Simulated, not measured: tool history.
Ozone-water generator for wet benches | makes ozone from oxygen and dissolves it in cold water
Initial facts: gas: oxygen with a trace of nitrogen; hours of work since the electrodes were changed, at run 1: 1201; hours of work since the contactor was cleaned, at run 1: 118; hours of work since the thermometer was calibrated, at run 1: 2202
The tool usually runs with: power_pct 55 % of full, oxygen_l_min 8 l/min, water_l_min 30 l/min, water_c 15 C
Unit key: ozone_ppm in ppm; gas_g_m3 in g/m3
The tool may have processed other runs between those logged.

run,day,power_pct,oxygen_l_min,water_l_min,water_c,hours of work since the electrodes were changed,hours of work since the contactor was cleaned,hours of work since the thermometer was calibrated,ozone_ppm,gas_g_m3
1,0,55,8,30,15,1201,118,2202,17.9,164.7
2,8.283,71,8,30,15,1387,304,2388,22.1,201.2
3,14.975,71,8,30,15,1536,453,2538,21.8,200.1
4,20.467,55,13.63,30,15,1659,576,2661,17.4,119.2
5,25.071,55,8,30,15,1763,680,2764,17.9,162.7
6,31.283,40,8,30,15,1902,819,2903,14.3,127.5
7,37.562,55,8,30,15,2042,959,3044,17.8,163.2
8,46.129,55,8,30,15,2234,1151,3235,17.9,161.4
9,52.554,55,6.46,30,15,2378,1295,3379,18.2,182.3
10,61.142,55,6.46,38,15,2570,1487,3572,14.9,181.3
11,65.6,55,6.46,38,15,2670,1587,3671,15,182.5
12,69.7,55,8,30,15,2762,1679,3763,18.4,160
13,75.175,55,8,30,15,2885,1802,3886,18.1,161
14,83.188,55,8,30,15,3064,1981,4065,17.7,160.3
15,91.512,65,8,30,15,3250,2167,4252,20.3,179.5
# day 92.667: gauge calibrated
16,98.738,65,8,30,15,3412,2329,4414,20.3,186.7
17,103.267,49,8,30,15,3514,2431,4515,16.6,149.5
18,106.833,55,8,42,15,3594,2511,4595,13.8,163.2
19,114.1,55,8,42,15,3756,2673,4758,14.1,162
20,122.546,55,8,42,15,3945,2862,4947,14,161.4
# day 127.212: water thermometer calibrated
21,131.021,70,9.13,30,15,4135,3052,85,21.6,181
22,136.154,56,9.13,46,18,4250,3167,200,12.7,152.3
23,139.662,56,9.13,46,18,4328,3245,279,13,152.8
24,145.517,53,8,19,14,4459,3376,410,24.1,157.8
25,151.212,55,8,30,12,4587,3504,537,18.9,160.3
26,154.838,55,6.75,36,12,4668,3585,619,16,177.4
27,162.833,43,9.78,19,9,4847,3764,798,21.7,118.6
28,169.442,43,9.78,19,9,4995,3912,946,21.9,118.1
29,176.004,52,8,30,12,5142,4059,1093,17.9,152.6
30,181.25,52,12.62,30,12,5260,4177,1210,17.7,117.6
31,184.75,55,10.24,32,15,5338,4255,1289,17,138.6
32,192.879,55,10.24,32,15,5520,4437,1471,17,138.3
33,201.117,55,10.6,30,12,5705,4622,1655,19,134.8

Below, some changes in gas_g_m3 between adjacent runs. For each, the amount present without the hidden state too (settings, incoming material, random variation) and the amount remaining for the hidden state with gauge scatter not shared by both compared results:
The tool's hidden condition here consists of: yield of the discharge, % of new electrodes'; contactor's efficiency, % of a clean one's; true water temperature over the reading, C; drift of the gauge itself on ozone_ppm, %; drift of the gauge itself on gas_g_m3, %.
Run 3 -> 4: power_pct 71 -> 55, oxygen_l_min 8 -> 13.63. gas_g_m3 -80.9 g/m3: hidden state +0.1, all else -81.
Run 4 -> 5: oxygen_l_min 13.63 -> 8. gas_g_m3 +43.5 g/m3: hidden state -0.5, all else +44.
Run 14 -> 15: power_pct 55 -> 65. gas_g_m3 +19.2 g/m3: hidden state -1.2, all else +20.4.
Run 15 -> 16: gauge calibrated. gas_g_m3 +7.2 g/m3: hidden state +5.2, all else +2.
Run 26 -> 27: power_pct 55 -> 43, oxygen_l_min 6.75 -> 9.78, water_l_min 36 -> 19, water_c 12 -> 9. gas_g_m3 -58.8 g/m3: hidden state +1, all else -59.8.
Run 28 -> 29: power_pct 43 -> 52, oxygen_l_min 9.78 -> 8, water_l_min 19 -> 30, water_c 9 -> 12. gas_g_m3 +34.5 g/m3: hidden state -1.2, all else +35.7.

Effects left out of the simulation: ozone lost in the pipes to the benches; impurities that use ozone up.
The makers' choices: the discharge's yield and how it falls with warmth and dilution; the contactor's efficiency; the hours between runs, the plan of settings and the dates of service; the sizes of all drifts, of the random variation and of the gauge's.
